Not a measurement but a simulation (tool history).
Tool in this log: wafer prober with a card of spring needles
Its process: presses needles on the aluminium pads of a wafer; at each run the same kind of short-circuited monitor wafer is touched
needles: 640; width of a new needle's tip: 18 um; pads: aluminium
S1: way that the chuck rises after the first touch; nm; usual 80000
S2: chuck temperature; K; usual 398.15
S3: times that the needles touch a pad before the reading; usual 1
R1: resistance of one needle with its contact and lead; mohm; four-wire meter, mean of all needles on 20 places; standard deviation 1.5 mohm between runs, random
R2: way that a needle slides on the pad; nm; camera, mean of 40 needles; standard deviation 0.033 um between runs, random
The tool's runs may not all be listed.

run   hour     S1      S2  S3   R1     R2
  1      0  80000  398.15   1  156   9850
       5.7  -- tips cleaned on abrasive film
      19.1  -- tips cleaned on abrasive film
      31.9  -- tips cleaned on abrasive film
  2   42.1  80000  398.15   1  162   9780
      44.5  -- tips cleaned on abrasive film
        57  -- tips cleaned on abrasive film
      70.1  -- tips cleaned on abrasive film
  3     80  80000  398.15   1  162   9820
        83  -- tips cleaned on abrasive film
      96.4  -- tips cleaned on abrasive film
  4  106.3  80000  398.15   1  162   9770
     108.5  -- tips cleaned on abrasive film
     121.3  -- tips cleaned on abrasive film
     133.4  -- tips cleaned on abrasive film
  5  135.4  80000  398.15   1  145   9740
     146.7  -- tips cleaned on abrasive film
     160.4  -- tips cleaned on abrasive film
  6  168.4  80000  398.15   2  152   9710
     174.3  -- tips cleaned on abrasive film
     186.1  -- tips cleaned on abrasive film
     199.5  -- tips cleaned on abrasive film
  7  201.5  80000  317.15   2  131   9700
     209.1  -- height of the first contact set anew
     214.3  -- tips cleaned on abrasive film
     227.3  -- tips cleaned on abrasive film
       240  -- tips cleaned on abrasive film
  8    240  80000  317.15   2  127   9580
     252.3  -- tips cleaned on abrasive film
     266.5  -- tips cleaned on abrasive film
  9  266.8  65000  317.15   2  134   7660
     280.1  -- tips cleaned on abrasive film
 10  287.7  65000  317.15   2  153   7650
     293.6  -- tips cleaned on abrasive film
     305.5  -- tips cleaned on abrasive film
 11  310.4  65000  317.15   2  144   7590
     318.2  -- tips cleaned on abrasive film
       331  -- tips cleaned on abrasive film
 12  333.9  65000  317.15   2  142   7610
       344  -- tips cleaned on abrasive film
     357.8  -- tips cleaned on abrasive film
 13  360.2  65000  317.15   2  142   7550
     370.6  -- tips cleaned on abrasive film
     381.1  -- height of the first contact set anew, once more
     383.4  -- tips cleaned on abrasive film
     397.3  -- tips cleaned on abrasive film
 14  402.8  65000  317.15   2  145   8090
       411  -- tips cleaned on abrasive film
     424.8  -- tips cleaned on abrasive film
     439.1  -- tips cleaned on abrasive film
 15  442.4  65000  317.15   2  141   8050
     452.6  -- tips cleaned on abrasive film
     467.1  -- tips cleaned on abrasive film
     480.6  -- tips cleaned on abrasive film
 16  485.7  65000  317.15   2  147   8060
     494.4  -- tips cleaned on abrasive film
     507.7  -- tips cleaned on abrasive film
     520.9  -- tips cleaned on abrasive film
 17  520.9  80000  377.15   2  135   9850
     534.6  -- tips cleaned on abrasive film
     547.3  -- tips cleaned on abrasive film
     561.8  -- tips cleaned on abrasive film
 18  561.8  97000  352.15   2  133  11970
     574.7  -- tips cleaned on abrasive film
     587.8  -- tips cleaned on abrasive film
     599.5  -- tips cleaned on abrasive film
 19  603.5  80000  304.15   1  144   9820
     611.8  -- tips cleaned on abrasive film
     625.3  -- tips cleaned on abrasive film
 20  634.5  80000  398.15   1  168   9800
     639.6  -- tips cleaned on abrasive film
     652.7  -- tips cleaned on abrasive film
     667.3  -- tips cleaned on abrasive film
 21  672.7  67000  334.15   2  148   8160
     680.7  -- tips cleaned on abrasive film
     693.6  -- tips cleaned on abrasive film
     706.6  -- tips cleaned on abrasive film
 22  715.2  80000  338.15   1  160   9710
     719.6  -- tips cleaned on abrasive film
     727.3  -- height of the first contact set anew
     733.2  -- tips cleaned on abrasive film
     746.1  -- tips cleaned on abrasive film
 23  756.2  79000  338.15   3  141   9750
     759.2  -- tips cleaned on abrasive film
     773.4  -- tips cleaned on abrasive film
     786.2  -- tips cleaned on abrasive film
     798.9  -- tips cleaned on abrasive film
 24  798.9  80000  320.15   1  129   9970
     813.2  -- tips cleaned on abrasive film
     825.1  -- tips cleaned on abrasive film
 25  825.1  80000  320.15   1  128   9840
     838.1  -- tips cleaned on abrasive film
     851.2  -- tips cleaned on abrasive film
 26  859.9  80000  315.15   3  135   9880
     862.9  -- tips cleaned on abrasive film
     875.6  -- tips cleaned on abrasive film
     888.7  -- tips cleaned on abrasive film
 27  896.5  80000  398.15   2  156   9820
     902.4  -- tips cleaned on abrasive film
     915.4  -- tips cleaned on abrasive film
     927.2  -- tips cleaned on abrasive film
 28  937.7  86000  318.15   3  134  10550
     940.6  -- tips cleaned on abrasive film
     952.7  -- tips cleaned on abrasive film
 29  962.7  86000  318.15   3  138  10500

What if the next run were any one of these 4? Each begins from the tool's condition after run 29:
     965.7  -- tips cleaned on abrasive film
     978.3  -- tips cleaned on abrasive film
  A  987.6  91000  398.15   1   ?   ?
     965.7  -- tips cleaned on abrasive film
     978.3  -- tips cleaned on abrasive film
  B  987.6  72000  344.15   3   ?   ?
     965.7  -- tips cleaned on abrasive film
     978.3  -- tips cleaned on abrasive film
  C  987.6  67000  312.15   3   ?   ?
     965.7  -- tips cleaned on abrasive film
     978.3  -- tips cleaned on abrasive film
  D  987.6  98000  315.15   1   ?   ?

run   R1     R2
  A  158  11170
  B  145   8690
  C  142   8120
  D  147  12000
With no hidden state in the tool, these same runs would have given:
run   R1     R2
  A  134  11400
  B  130   8930
  C  124   8350
  D  123  12230
